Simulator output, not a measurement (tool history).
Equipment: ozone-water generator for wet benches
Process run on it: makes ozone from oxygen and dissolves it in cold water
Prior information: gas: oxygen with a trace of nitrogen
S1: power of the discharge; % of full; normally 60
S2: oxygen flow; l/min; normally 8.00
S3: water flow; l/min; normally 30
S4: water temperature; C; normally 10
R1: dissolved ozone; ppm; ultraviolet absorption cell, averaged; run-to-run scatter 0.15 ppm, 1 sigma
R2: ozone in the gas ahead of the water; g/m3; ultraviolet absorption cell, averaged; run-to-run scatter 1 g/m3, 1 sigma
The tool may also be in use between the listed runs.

{"run": 1, "day": 0.0, "S1": 60, "S2": 8.0, "S3": 30, "S4": 10, "R1": 18.7, "R2": 182.9}
{"run": 2, "day": 1.271, "S1": 60, "S2": 8.0, "S3": 30, "S4": 10, "R1": 18.8, "R2": 184.1}
{"run": 3, "day": 2.612, "S1": 60, "S2": 8.0, "S3": 30, "S4": 10, "R1": 18.7, "R2": 183.2}
{"run": 4, "day": 3.621, "S1": 60, "S2": 8.0, "S3": 30, "S4": 10, "R1": 18.5, "R2": 182.9}
{"run": 5, "day": 4.754, "S1": 60, "S2": 8.0, "S3": 30, "S4": 5, "R1": 20.0, "R2": 182.9}
{"run": 6, "day": 6.621, "S1": 60, "S2": 8.0, "S3": 30, "S4": 5, "R1": 19.7, "R2": 180.4}
{"run": 7, "day": 8.425, "S1": 60, "S2": 8.0, "S3": 30, "S4": 13, "R1": 18.3, "R2": 185.3}
{"run": 8, "day": 9.958, "S1": 60, "S2": 8.0, "S3": 30, "S4": 13, "R1": 18.3, "R2": 186.1}
{"run": 9, "day": 11.454, "S1": 60, "S2": 8.0, "S3": 30, "S4": 13, "R1": 18.1, "R2": 184.2}
{"run": 10, "day": 13.2, "S1": 73, "S2": 8.89, "S3": 24, "S4": 11, "R1": 27.3, "R2": 207.4}
{"run": 11, "day": 15.296, "S1": 73, "S2": 8.89, "S3": 24, "S4": 11, "R1": 27.4, "R2": 209.0}
{"run": 12, "day": 16.521, "S1": 73, "S2": 8.89, "S3": 46, "S4": 6, "R1": 15.3, "R2": 209.6}
{"run": 13, "day": 18.962, "S1": 41, "S2": 4.91, "S3": 19, "S4": 10, "R1": 17.8, "R2": 155.3}
{"run": 14, "day": 20.675, "S1": 41, "S2": 4.91, "S3": 19, "S4": 10, "R1": 18.1, "R2": 155.2}
{"run": 15, "day": 23.092, "S1": 41, "S2": 4.91, "S3": 19, "S4": 10, "R1": 17.9, "R2": 156.0}
{"run": 16, "day": 25.421, "S1": 54, "S2": 4.81, "S3": 28, "S4": 10, "R1": 15.4, "R2": 197.1}
{"run": 17, "day": 26.604, "S1": 56, "S2": 5.13, "S3": 37, "S4": 10, "R1": 12.0, "R2": 196.8}

Forecast each of these 4 alternatives for the next run:
{"run": "A", "day": 28.946, "S1": 58, "S2": 8.0, "S3": 37, "S4": 10, "R1": "?", "R2": "?"}
{"run": "B", "day": 28.946, "S1": 60, "S2": 8.0, "S3": 33, "S4": 13, "R1": "?", "R2": "?"}
{"run": "C", "day": 28.946, "S1": 77, "S2": 7.36, "S3": 26, "S4": 10, "R1": "?", "R2": "?"}
{"run": "D", "day": 28.946, "S1": 60, "S2": 6.79, "S3": 39, "S4": 11, "R1": "?", "R2": "?"}

run=A R1=14.9 R2=177.5
run=B R1=16.3 R2=182.4
run=C R1=25.9 R2=230.9
run=D R1=13.5 R2=192.5
Stripped of hidden state, with their random variation kept, the same runs would have yielded:
run=A R1=14.9 R2=177.6
run=B R1=16.4 R2=182.5
run=C R1=25.9 R2=231.0
run=D R1=13.5 R2=192.6
